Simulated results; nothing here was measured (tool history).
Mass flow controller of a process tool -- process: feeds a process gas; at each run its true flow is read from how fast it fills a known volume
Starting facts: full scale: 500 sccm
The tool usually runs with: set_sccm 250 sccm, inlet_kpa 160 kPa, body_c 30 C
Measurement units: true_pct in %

| run | hour | set_sccm | inlet_kpa | body_c | true_pct |
|---|---|---|---|---|---|
| 1 | 0.0 | 250 | 160 | 30 | 100.24 |
| 2 | 174.2 | 250 | 160 | 30 | 100.23 |
| 3 | 372.4 | 250 | 160 | 30 | 100.40 |
| 4 | 539.9 | 250 | 160 | 30 | 100.21 |
| 5 | 674.9 | 83 | 160 | 30 | 94.86 |
| 6 | 958.3 | 83 | 212 | 30 | 94.81 |
| 7 | 1096.9 | 83 | 212 | 30 | 94.80 |
| 8 | 1392.0 | 250 | 190 | 30 | 100.53 |
| 9 | 1584.7 | 250 | 190 | 30 | 100.50 |
|  | 1806.4 | controller's zero set anew |
| 10 | 1806.4 | 250 | 190 | 30 | 103.43 |
| 11 | 2067.7 | 250 | 160 | 30 | 103.24 |
| 12 | 2293.9 | 250 | 205 | 30 | 103.36 |
| 13 | 2551.6 | 250 | 160 | 30 | 103.29 |
| 14 | 2676.5 | 250 | 160 | 30 | 103.38 |
| 15 | 2838.7 | 250 | 160 | 30 | 103.28 |
| 16 | 3063.5 | 250 | 160 | 30 | 103.45 |
| 17 | 3310.9 | 250 | 160 | 30 | 103.45 |
| 18 | 3607.9 | 250 | 160 | 30 | 103.37 |
| 19 | 3906.0 | 54 | 160 | 30 | 101.42 |
| 20 | 4028.1 | 54 | 160 | 30 | 101.29 |
| 21 | 4294.0 | 54 | 160 | 30 | 101.25 |
|  | 4387.4 | controller exchanged for a calibrated one |
| 22 | 4514.3 | 54 | 160 | 30 | 99.04 |
| 23 | 4794.4 | 54 | 160 | 30 | 98.85 |
| 24 | 4916.5 | 250 | 160 | 29 | 99.49 |
| 25 | 5173.4 | 130 | 162 | 38 | 98.88 |
| 26 | 5453.6 | 130 | 162 | 38 | 98.90 |
| 27 | 5754.9 | 301 | 264 | 38 | 99.65 |
| 28 | 5975.5 | 71 | 169 | 30 | 98.44 |
| 29 | 6141.9 | 71 | 169 | 30 | 98.40 |
| 30 | 6383.7 | 435 | 169 | 30 | 100.09 |
| 31 | 6528.8 | 125 | 180 | 38 | 98.80 |
| 32 | 6677.1 | 140 | 160 | 30 | 99.08 |
| 33 | 6885.5 | 157 | 255 | 34 | 99.47 |
| 34 | 7100.7 | 59 | 255 | 34 | 97.58 |
| 35 | 7223.4 | 251 | 160 | 31 | 99.58 |
| 36 | 7442.0 | 52 | 145 | 31 | 96.83 |
| 37 | 7711.9 | 52 | 145 | 31 | 96.69 |
| 38 | 7957.6 | 250 | 236 | 35 | 99.70 |
| 39 | 8256.6 | 133 | 236 | 30 | 99.08 |
| 40 | 8476.4 | 366 | 210 | 30 | 100.36 |
| 41 | 8683.8 | 366 | 210 | 23 | 100.78 |
| 42 | 8885.4 | 432 | 160 | 39 | 100.04 |
| 43 | 9149.3 | 432 | 160 | 39 | 100.16 |
| 44 | 9348.2 | 266 | 252 | 40 | 99.85 |
| 45 | 9648.1 | 266 | 252 | 40 | 99.81 |

What if the next run were any one of these 5? Each begins from the tool's condition after run 45:
| A | 9854.8 | 189 | 229 | 30 | ? |
| B | 9854.8 | 250 | 191 | 25 | ? |
| C | 9854.8 | 373 | 256 | 24 | ? |
| D | 9854.8 | 306 | 252 | 33 | ? |
| E | 9854.8 | 314 | 179 | 28 | ? |

| run | true_pct |
|---|---|
| A | 99.71 |
| B | 100.19 |
| C | 100.81 |
| D | 100.24 |
| E | 100.39 |
Take away the tool's hidden state, keep each run's random variation, and the runs would have read:
| run | true_pct |
|---|---|
| A | 99.65 |
| B | 99.75 |
| C | 99.98 |
| D | 99.58 |
| E | 99.70 |

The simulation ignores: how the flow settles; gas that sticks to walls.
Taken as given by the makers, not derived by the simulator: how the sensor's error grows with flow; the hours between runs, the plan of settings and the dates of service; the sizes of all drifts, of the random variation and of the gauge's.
